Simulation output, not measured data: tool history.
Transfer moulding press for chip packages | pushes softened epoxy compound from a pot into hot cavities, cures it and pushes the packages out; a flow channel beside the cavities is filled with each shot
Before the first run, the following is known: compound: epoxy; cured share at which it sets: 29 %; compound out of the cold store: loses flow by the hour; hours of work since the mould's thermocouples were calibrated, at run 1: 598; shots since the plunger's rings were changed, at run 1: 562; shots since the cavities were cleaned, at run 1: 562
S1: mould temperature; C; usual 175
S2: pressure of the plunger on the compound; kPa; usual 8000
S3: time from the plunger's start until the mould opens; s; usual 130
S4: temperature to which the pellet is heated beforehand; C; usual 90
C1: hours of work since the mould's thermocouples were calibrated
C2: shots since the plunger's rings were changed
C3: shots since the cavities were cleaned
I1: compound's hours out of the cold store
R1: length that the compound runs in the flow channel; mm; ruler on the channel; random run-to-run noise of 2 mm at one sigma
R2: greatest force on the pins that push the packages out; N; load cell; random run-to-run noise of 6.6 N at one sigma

run   hour   S1    S2   S3  S4   C1    C2    C3    I1   R1   R2
  1      0  175  8000  130  90  598   562   562   9.5  659  401
  2     18  175  8000  130  90  607   675   675  25.6  593  384
  3   36.4  175  8000  130  90  615   791   791  35.8  557  384
  4   61.8  175  8000  130  90  626   950   950  40.5  540  399
  5   88.2  175  9180  130  90  638  1116  1116  15.3  681  427
      95.8  -- cavities cleaned with cleaning compound and waxed
  6  121.1  175  9180  130  90  652  1313   159    34  598  313
  7  149.5  175  9180  130  90  665  1491   337  11.4  692  362
  8  180.5  175  8180  130  86  679  1686   532  32.9  567  368

What will run 9 give?
  9  212.3  175  8000  147  96  693  1885  731  29.9   ?   ?

R1: 573 mm
R2: 379 N
If the tool had no hidden condition, the same run with the same run-to-run variation would have returned R1 589 mm, R2 243 N.
